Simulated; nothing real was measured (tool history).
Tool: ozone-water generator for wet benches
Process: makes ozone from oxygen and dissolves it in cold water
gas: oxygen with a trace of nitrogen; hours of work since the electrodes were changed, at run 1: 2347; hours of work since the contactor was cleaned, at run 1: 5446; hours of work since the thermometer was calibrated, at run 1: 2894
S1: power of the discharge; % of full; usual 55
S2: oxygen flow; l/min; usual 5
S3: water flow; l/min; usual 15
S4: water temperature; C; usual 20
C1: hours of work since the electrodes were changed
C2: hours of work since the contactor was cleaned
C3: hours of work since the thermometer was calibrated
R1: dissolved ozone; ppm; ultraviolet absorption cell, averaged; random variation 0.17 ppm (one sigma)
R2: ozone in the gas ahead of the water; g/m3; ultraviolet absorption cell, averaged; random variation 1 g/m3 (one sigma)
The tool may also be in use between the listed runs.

{"run": 1, "hour": 0.0, "S1": 55, "S2": 5, "S3": 15, "S4": 20, "C1": 2347, "C2": 5446, "C3": 2894, "R1": 20.3, "R2": 179.6}
{"run": 2, "hour": 120.9, "S1": 55, "S2": 5, "S3": 20, "S4": 20, "C1": 2462, "C2": 5562, "C3": 3009, "R1": 16, "R2": 178.4}
{"run": 3, "hour": 236.8, "S1": 55, "S2": 5, "S3": 20, "S4": 20, "C1": 2574, "C2": 5673, "C3": 3120, "R1": 15.8, "R2": 178.1}
{"run": 4, "hour": 335.7, "S1": 55, "S2": 5, "S3": 20, "S4": 20, "C1": 2668, "C2": 5768, "C3": 3215, "R1": 15.4, "R2": 177.3}
{"hour": 447.1, "done": "contactor cleaned"}
{"run": 5, "hour": 456.0, "S1": 55, "S2": 5, "S3": 20, "S4": 19, "C1": 2780, "C2": 9, "C3": 3327, "R1": 15.5, "R2": 178.2}
{"run": 6, "hour": 549.8, "S1": 55, "S2": 5, "S3": 15, "S4": 20, "C1": 2870, "C2": 98, "C3": 3417, "R1": 20, "R2": 177.5}
{"run": 7, "hour": 671.2, "S1": 55, "S2": 5, "S3": 15, "S4": 20, "C1": 2986, "C2": 215, "C3": 3533, "R1": 19.9, "R2": 176}
{"run": 8, "hour": 746.4, "S1": 55, "S2": 5, "S3": 15, "S4": 20, "C1": 3058, "C2": 287, "C3": 3605, "R1": 19.8, "R2": 178.9}
{"hour": 791.2, "done": "water thermometer calibrated"}
{"run": 9, "hour": 821.5, "S1": 55, "S2": 5, "S3": 15, "S4": 20, "C1": 3130, "C2": 358, "C3": 29, "R1": 19.6, "R2": 176.1}
{"run": 10, "hour": 892.5, "S1": 55, "S2": 5, "S3": 15, "S4": 20, "C1": 3198, "C2": 426, "C3": 97, "R1": 19.9, "R2": 174.6}
{"run": 11, "hour": 959.2, "S1": 55, "S2": 6.78, "S3": 15, "S4": 20, "C1": 3261, "C2": 490, "C3": 161, "R1": 18.7, "R2": 143.8}
{"run": 12, "hour": 1041.7, "S1": 55, "S2": 5, "S3": 15, "S4": 22, "C1": 3341, "C2": 569, "C3": 240, "R1": 18.9, "R2": 175.7}
{"run": 13, "hour": 1126.5, "S1": 55, "S2": 5, "S3": 15, "S4": 22, "C1": 3422, "C2": 651, "C3": 321, "R1": 18.9, "R2": 175.5}
{"hour": 1138.0, "done": "contactor cleaned, once more"}
{"run": 14, "hour": 1215.9, "S1": 55, "S2": 3.43, "S3": 15, "S4": 22, "C1": 3504, "C2": 75, "C3": 403, "R1": 20.7, "R2": 220.5}
{"run": 15, "hour": 1351.5, "S1": 44, "S2": 5, "S3": 15, "S4": 20, "C1": 3634, "C2": 205, "C3": 533, "R1": 17.6, "R2": 152.3}
{"run": 16, "hour": 1429.7, "S1": 44, "S2": 5, "S3": 15, "S4": 20, "C1": 3709, "C2": 280, "C3": 608, "R1": 17.9, "R2": 150.8}
{"run": 17, "hour": 1547.9, "S1": 44, "S2": 5, "S3": 15, "S4": 20, "C1": 3822, "C2": 393, "C3": 721, "R1": 17.9, "R2": 150.7}
{"run": 18, "hour": 1623.5, "S1": 98, "S2": 8.72, "S3": 12, "S4": 23, "C1": 3894, "C2": 465, "C3": 794, "R1": 28.7, "R2": 181.4}
{"run": 19, "hour": 1701.5, "S1": 99, "S2": 3.52, "S3": 10, "S4": 18, "C1": 3969, "C2": 540, "C3": 869, "R1": 45.2, "R2": 316.9}
{"run": 20, "hour": 1812.0, "S1": 99, "S2": 3.52, "S3": 10, "S4": 18, "C1": 4075, "C2": 646, "C3": 974, "R1": 44.8, "R2": 317.7}
{"run": 21, "hour": 1923.4, "S1": 98, "S2": 5, "S3": 20, "S4": 25, "C1": 4182, "C2": 753, "C3": 1081, "R1": 21.6, "R2": 253.1}
{"run": 22, "hour": 2040.7, "S1": 87, "S2": 5.94, "S3": 20, "S4": 21, "C1": 4294, "C2": 865, "C3": 1194, "R1": 20.9, "R2": 207.7}
{"run": 23, "hour": 2164.4, "S1": 61, "S2": 2.75, "S3": 15, "S4": 20, "C1": 4413, "C2": 984, "C3": 1312, "R1": 22.8, "R2": 266.5}
{"run": 24, "hour": 2229.9, "S1": 92, "S2": 5, "S3": 15, "S4": 20, "C1": 4475, "C2": 1046, "C3": 1375, "R1": 28.8, "R2": 239.8}
{"run": 25, "hour": 2362.2, "S1": 92, "S2": 5, "S3": 15, "S4": 20, "C1": 4602, "C2": 1173, "C3": 1502, "R1": 28.7, "R2": 237.9}
{"run": 26, "hour": 2426.5, "S1": 52, "S2": 5.02, "S3": 15, "S4": 20, "C1": 4664, "C2": 1235, "C3": 1563, "R1": 19.5, "R2": 166.1}
{"run": 27, "hour": 2493.1, "S1": 52, "S2": 4.73, "S3": 12, "S4": 20, "C1": 4728, "C2": 1299, "C3": 1627, "R1": 23.3, "R2": 172.6}
{"run": 28, "hour": 2601.4, "S1": 52, "S2": 4.73, "S3": 12, "S4": 20, "C1": 4831, "C2": 1402, "C3": 1731, "R1": 23.3, "R2": 170.8}
{"run": 29, "hour": 2666.1, "S1": 77, "S2": 5, "S3": 15, "S4": 20, "C1": 4893, "C2": 1464, "C3": 1793, "R1": 25, "R2": 213.1}
{"run": 30, "hour": 2754.2, "S1": 73, "S2": 5, "S3": 15, "S4": 20, "C1": 4978, "C2": 1549, "C3": 1877, "R1": 24.1, "R2": 206.2}
{"run": 31, "hour": 2885.5, "S1": 91, "S2": 8.6, "S3": 15, "S4": 20, "C1": 5104, "C2": 1675, "C3": 2003, "R1": 24.8, "R2": 167.9}
{"run": 32, "hour": 2958.6, "S1": 91, "S2": 8.6, "S3": 15, "S4": 20, "C1": 5174, "C2": 1745, "C3": 2073, "R1": 24.7, "R2": 168}
{"run": 33, "hour": 3041.3, "S1": 73, "S2": 4.74, "S3": 15, "S4": 25, "C1": 5253, "C2": 1824, "C3": 2153, "R1": 22.1, "R2": 212}

How the hidden state differs across the entries between the runs, from the last listed run before each to the first after it:
Between runs 4 and 5: contactor cleaned (hour 447.1)
  yield of the discharge, % of new electrodes': 96 -> 95.8; contactor's efficiency, % of a clean one's: 92.6 -> 88.9
  measured less the result without the state, R1: -1.3 -> -1.7 ppm; R2: -6.2 -> -6.6 g/m3
Between runs 8 and 9: water thermometer calibrated (hour 791.2)
  yield of the discharge, % of new electrodes': 95.3 -> 95.2; true water temperature over the reading, C: 0.15 -> 0.05
  measured less the result without the state, R1: -2.1 -> -2.1 ppm; R2: -7.4 -> -7.5 g/m3
Between runs 13 and 14: contactor cleaned, once more (hour 1138)
  yield of the discharge, % of new electrodes': 94.7 -> 94.5; contactor's efficiency, % of a clean one's: 88.1 -> 99.9
  measured less the result without the state, R1: -2.2 -> -1 ppm; R2: -8.2 -> -10.6 g/m3
